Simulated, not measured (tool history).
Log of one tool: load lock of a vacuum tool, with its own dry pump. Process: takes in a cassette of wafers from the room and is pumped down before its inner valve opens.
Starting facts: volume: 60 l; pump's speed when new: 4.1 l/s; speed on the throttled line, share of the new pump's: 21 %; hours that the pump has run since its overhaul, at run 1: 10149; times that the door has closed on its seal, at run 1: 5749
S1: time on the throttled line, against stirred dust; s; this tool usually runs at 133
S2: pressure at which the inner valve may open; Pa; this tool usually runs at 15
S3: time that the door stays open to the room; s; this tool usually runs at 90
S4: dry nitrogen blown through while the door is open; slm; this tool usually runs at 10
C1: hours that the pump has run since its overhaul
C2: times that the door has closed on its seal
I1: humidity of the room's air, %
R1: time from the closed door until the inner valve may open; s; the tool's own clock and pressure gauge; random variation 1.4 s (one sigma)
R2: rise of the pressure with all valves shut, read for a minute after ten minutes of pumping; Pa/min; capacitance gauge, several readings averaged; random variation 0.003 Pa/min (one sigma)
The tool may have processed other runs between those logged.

{"run": 1, "day": 0.0, "S1": 133, "S2": 15, "S3": 90, "S4": 10, "C1": 10149, "C2": 5749, "I1": 41.2, "R1": 248.6, "R2": 0.041}
{"run": 2, "day": 1.6, "S1": 133, "S2": 15, "S3": 90, "S4": 10, "C1": 10188, "C2": 5825, "I1": 43.3, "R1": 247.3, "R2": 0.036}
{"run": 3, "day": 3.504, "S1": 133, "S2": 15, "S3": 119, "S4": 10, "C1": 10233, "C2": 5916, "I1": 44.4, "R1": 247.3, "R2": 0.044}
{"run": 4, "day": 6.775, "S1": 133, "S2": 15, "S3": 119, "S4": 10, "C1": 10312, "C2": 6071, "I1": 44.7, "R1": 248.7, "R2": 0.049}
{"run": 5, "day": 10.538, "S1": 133, "S2": 15, "S3": 165, "S4": 10, "C1": 10402, "C2": 6249, "I1": 45.9, "R1": 252.1, "R2": 0.047}
{"run": 6, "day": 12.8, "S1": 133, "S2": 15, "S3": 99, "S4": 10, "C1": 10457, "C2": 6356, "I1": 44.5, "R1": 246.4, "R2": 0.045}
{"run": 7, "day": 14.742, "S1": 133, "S2": 15, "S3": 99, "S4": 10, "C1": 10503, "C2": 6448, "I1": 45.3, "R1": 247.9, "R2": 0.045}
{"run": 8, "day": 17.808, "S1": 257, "S2": 14, "S3": 108, "S4": 19, "C1": 10577, "C2": 6594, "I1": 40.5, "R1": 339.7, "R2": 0.033}
{"run": 9, "day": 21.088, "S1": 133, "S2": 25, "S3": 90, "S4": 10, "C1": 10655, "C2": 6749, "I1": 45.0, "R1": 242.0, "R2": 0.047}
{"run": 10, "day": 23.4, "S1": 133, "S2": 16, "S3": 27, "S4": 10, "C1": 10711, "C2": 6859, "I1": 42.7, "R1": 247.2, "R2": 0.037}
{"run": 11, "day": 26.55, "S1": 133, "S2": 16, "S3": 27, "S4": 10, "C1": 10786, "C2": 7008, "I1": 41.9, "R1": 248.4, "R2": 0.041}
{"run": 12, "day": 29.542, "S1": 133, "S2": 15, "S3": 90, "S4": 5, "C1": 10858, "C2": 7150, "I1": 50.0, "R1": 250.2, "R2": 0.05}
{"run": 13, "day": 32.975, "S1": 133, "S2": 13, "S3": 95, "S4": 5, "C1": 10941, "C2": 7313, "I1": 42.8, "R1": 252.6, "R2": 0.049}

Consider 3 possible next runs. They are alternatives, not a sequence: every one starts from the tool as it was left by run 13. What does each give?
{"run": "A", "day": 35.25, "S1": 133, "S2": 21, "S3": 90, "S4": 10, "C1": 10995, "C2": 7421, "I1": 44.2, "R1": "?", "R2": "?"}
{"run": "B", "day": 35.25, "S1": 76, "S2": 15, "S3": 28, "S4": 11, "C1": 10995, "C2": 7421, "I1": 44.8, "R1": "?", "R2": "?"}
{"run": "C", "day": 35.25, "S1": 133, "S2": 21, "S3": 90, "S4": 10, "C1": 10995, "C2": 7421, "I1": 46.8, "R1": "?", "R2": "?"}

run=A R1=243.6 R2=0.050
run=B R1=206.6 R2=0.038
run=C R1=244.0 R2=0.048
Had the tool no hidden state, the same runs would have come out as:
run=A R1=230.1 R2=0.028
run=B R1=190.6 R2=0.016
run=C R1=230.4 R2=0.025
